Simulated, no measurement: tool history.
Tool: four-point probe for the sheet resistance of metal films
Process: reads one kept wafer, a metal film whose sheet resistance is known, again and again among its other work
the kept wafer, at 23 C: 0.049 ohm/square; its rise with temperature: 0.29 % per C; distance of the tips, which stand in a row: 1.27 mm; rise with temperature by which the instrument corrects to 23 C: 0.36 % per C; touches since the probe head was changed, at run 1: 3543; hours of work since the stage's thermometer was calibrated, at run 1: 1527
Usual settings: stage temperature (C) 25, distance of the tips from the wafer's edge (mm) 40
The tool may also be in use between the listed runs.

run	day	stage temperature (C)	distance of the tips from the wafer's edge (mm)	touches since the probe head was changed	hours of work since the stage's thermometer was calibrated	sheet resistance as the instrument gives it (ohm/square)
1	0.000	25	40	3543	1527	0.049630
2	0.992	25	40	4141	1540	0.049636
3	2.208	25	40	4876	1556	0.049646
4	3.546	25	40	5685	1574	0.049644
5	4.288	25	40	6132	1583	0.049622
6	6.017	25	40	7176	1606	0.049647
7	7.388	25	40	8005	1624	0.049663
8	9.133	25	47	9060	1646	0.049654
9	10.042	34	47	9608	1658	0.049350
10	11.533	35	4	10510	1678	0.051858
11	13.279	26	8	11564	1700	0.050255
12	14.442	22	3	12266	1715	0.054067
13	15.783	32	19	13076	1733	0.049526
14	17.208	32	19	13937	1751	0.049543
15	18.796	32	19	14896	1772	0.049548

Measured less the same run without the tool's hidden state. The same run-to-run variation is in both; the gauge's scatter may not be:
The hidden state here: inner tips' distance over the nominal, %; tips' flats over new ones', %; wafer's true temperature over the reading, C; drift of the gauge itself on sheet_ohm, %.
run	sheet resistance as the instrument gives it (ohm/square)
1	+0.000673
2	+0.000676
3	+0.000679
4	+0.000683
5	+0.000684
6	+0.000689
7	+0.000694
8	+0.000698
9	+0.000695
10	+0.000731
11	+0.000717
12	+0.000770
13	+0.000712
14	+0.000717
15	+0.000720
